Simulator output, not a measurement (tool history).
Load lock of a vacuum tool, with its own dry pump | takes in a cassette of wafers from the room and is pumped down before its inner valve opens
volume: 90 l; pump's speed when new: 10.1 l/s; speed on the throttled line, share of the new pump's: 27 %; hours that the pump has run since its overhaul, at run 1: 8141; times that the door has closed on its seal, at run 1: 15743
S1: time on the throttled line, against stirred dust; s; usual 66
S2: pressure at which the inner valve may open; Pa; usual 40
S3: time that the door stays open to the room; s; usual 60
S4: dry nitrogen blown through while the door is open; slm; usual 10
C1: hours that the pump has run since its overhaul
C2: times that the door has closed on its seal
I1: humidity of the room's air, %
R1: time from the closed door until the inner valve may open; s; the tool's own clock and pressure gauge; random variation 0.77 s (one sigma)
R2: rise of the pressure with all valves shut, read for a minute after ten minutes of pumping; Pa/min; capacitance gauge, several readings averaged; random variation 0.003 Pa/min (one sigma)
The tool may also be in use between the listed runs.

| run | day | S1 | S2 | S3 | S4 | C1 | C2 | I1 | R1 | R2 |
|---|---|---|---|---|---|---|---|---|---|---|
| 1 | 0.000 | 66 | 40 | 60 | 10 | 8141 | 15743 | 45.2 | 126.2 | 0.364 |
| 2 | 9.217 | 66 | 40 | 60 | 10 | 8363 | 16414 | 47.1 | 128.5 | 0.388 |
| 3 | 20.004 | 66 | 40 | 60 | 10 | 8621 | 17200 | 45.9 | 127.9 | 0.425 |
| 4 | 35.188 | 66 | 40 | 60 | 10 | 8986 | 18306 | 45.9 | 128.4 | 0.468 |
| 5 | 50.100 | 66 | 40 | 60 | 10 | 9344 | 19392 | 48.7 | 129.0 | 0.533 |
| 6 | 67.829 | 66 | 40 | 60 | 10 | 9769 | 20683 | 43.7 | 130.1 | 0.603 |
| 7 | 75.217 | 66 | 40 | 60 | 10 | 9947 | 21221 | 42.3 | 131.7 | 0.618 |
| 8 | 87.046 | 66 | 40 | 60 | 10 | 10230 | 22083 | 45.5 | 130.3 | 0.678 |
|  | 90.975 | door's seal changed, seat wiped |
| 9 | 96.921 | 36 | 40 | 60 | 10 | 10466 | 433 | 48.1 | 111.4 | 0.033 |
|  | 102.600 | dry pump taken out, an overhauled one fitted |
| 10 | 108.175 | 66 | 40 | 60 | 10 | 134 | 1235 | 43.4 | 119.7 | 0.039 |
| 11 | 125.917 | 66 | 40 | 60 | 10 | 560 | 2527 | 45.8 | 119.5 | 0.060 |
| 12 | 138.979 | 66 | 77 | 45 | 11 | 873 | 3478 | 49.1 | 112.6 | 0.068 |
| 13 | 152.262 | 65 | 39 | 232 | 10 | 1192 | 4446 | 40.7 | 118.7 | 0.101 |
| 14 | 169.021 | 65 | 39 | 232 | 10 | 1594 | 5666 | 45.0 | 119.1 | 0.127 |
| 15 | 181.021 | 65 | 39 | 232 | 10 | 1882 | 6540 | 44.0 | 120.7 | 0.141 |
| 16 | 197.950 | 93 | 40 | 113 | 16 | 2288 | 7773 | 51.6 | 140.7 | 0.167 |
| 17 | 212.733 | 66 | 49 | 183 | 15 | 2643 | 8850 | 42.3 | 120.7 | 0.187 |
| 18 | 230.392 | 77 | 34 | 60 | 10 | 3067 | 10136 | 41.0 | 130.7 | 0.217 |
| 19 | 245.658 | 77 | 34 | 60 | 10 | 3433 | 11248 | 43.1 | 131.3 | 0.255 |
| 20 | 262.700 | 37 | 47 | 60 | 10 | 3842 | 12489 | 44.8 | 100.7 | 0.294 |

5 ways to go on from here, each from the tool as it stands after run 20. What would each give?
| A | 270.596 | 37 | 40 | 49 | 10 | 4032 | 13064 | 44.8 | ? | ? |
| B | 270.596 | 66 | 40 | 39 | 10 | 4032 | 13064 | 44.5 | ? | ? |
| C | 270.596 | 66 | 55 | 71 | 12 | 4032 | 13064 | 47.7 | ? | ? |
| D | 270.596 | 66 | 53 | 60 | 10 | 4032 | 13064 | 46.2 | ? | ? |
| E | 270.596 | 66 | 37 | 59 | 10 | 4032 | 13064 | 44.5 | ? | ? |

| run | R1 | R2 |
|---|---|---|
| A | 102.3 | 0.309 |
| B | 124.3 | 0.307 |
| C | 121.3 | 0.313 |
| D | 120.2 | 0.309 |
| E | 123.7 | 0.303 |
Without the tool's hidden state the same runs would have given:
| run | R1 | R2 |
|---|---|---|
| A | 96.6 | 0.026 |
| B | 119.3 | 0.022 |
| C | 116.6 | 0.032 |
| D | 115.5 | 0.022 |
| E | 118.8 | 0.027 |

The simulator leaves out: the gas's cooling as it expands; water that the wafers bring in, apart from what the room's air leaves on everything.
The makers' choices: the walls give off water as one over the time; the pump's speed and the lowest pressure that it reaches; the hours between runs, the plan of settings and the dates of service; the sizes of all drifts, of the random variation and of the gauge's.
